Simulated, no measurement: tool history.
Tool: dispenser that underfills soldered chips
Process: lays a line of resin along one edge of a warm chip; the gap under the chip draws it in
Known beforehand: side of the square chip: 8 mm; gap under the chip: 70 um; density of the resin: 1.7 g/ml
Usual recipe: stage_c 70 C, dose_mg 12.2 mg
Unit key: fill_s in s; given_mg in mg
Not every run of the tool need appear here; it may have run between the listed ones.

| run | day | stage_c | dose_mg | fill_s | given_mg |
|---|---|---|---|---|---|
| 1 | 0.000 | 70 | 12.2 | 21.5 | 12.37 |
| 2 | 0.321 | 70 | 12.2 | 15.1 | 12.20 |
| 3 | 0.533 | 70 | 12.2 | 19.1 | 12.17 |
| 4 | 0.875 | 70 | 10.6 | 13.8 | 10.54 |
| 5 | 1.279 | 70 | 10.8 | 20.7 | 10.60 |
| 6 | 1.546 | 70 | 10.8 | 14.2 | 10.47 |
| 7 | 1.754 | 59 | 11.3 | 27.0 | 11.14 |
| 8 | 2.138 | 59 | 11.3 | 39.5 | 11.00 |
| 9 | 2.475 | 74 | 12.1 | 14.8 | 11.84 |
| 10 | 2.658 | 74 | 12.1 | 17.7 | 11.76 |

Withheld: 4 entries from between the runs. Position of each, and hidden state at the listed run before versus the listed run after:
Between runs 1 and 2: new syringe of resin (day 0.179)
  resin's viscosity, % of fresh resin's: 163.3 -> 113.8; dose that the valve gives, % of what is set: 99.93 -> 99.6; true chip temperature over the reading, C: 0.91 -> 0.93
  what was measured, less what the result would be without the hidden state, fill_s: +7.9 -> +1.3 s; given_mg: -0.01 -> -0.05 mg
Between runs 3 and 4: new syringe of resin (day 0.875)
  resin's viscosity, % of fresh resin's: 140.4 -> 101.1; dose that the valve gives, % of what is set: 99.37 -> 98.99; true chip temperature over the reading, C: 0.95 -> 0.98
  what was measured, less what the result would be without the hidden state, fill_s: +5.0 -> -0.4 s; given_mg: -0.07 -> -0.11 mg
Between runs 5 and 6: new syringe of resin (day 1.546)
  resin's viscosity, % of fresh resin's: 151.3 -> 100.6; dose that the valve gives, % of what is set: 98.55 -> 98.25; true chip temperature over the reading, C: 1.02 -> 1.04
  what was measured, less what the result would be without the hidden state, fill_s: +6.5 -> -0.5 s; given_mg: -0.16 -> -0.19 mg
Between runs 8 and 9: new syringe of resin (day 2.225)
  resin's viscosity, % of fresh resin's: 181.4 -> 129.6; dose that the valve gives, % of what is set: 97.6 -> 97.29; true chip temperature over the reading, C: 1.1 -> 1.13
  what was measured, less what the result would be without the hidden state, fill_s: +16.9 -> +2.9 s; given_mg: -0.27 -> -0.33 mg
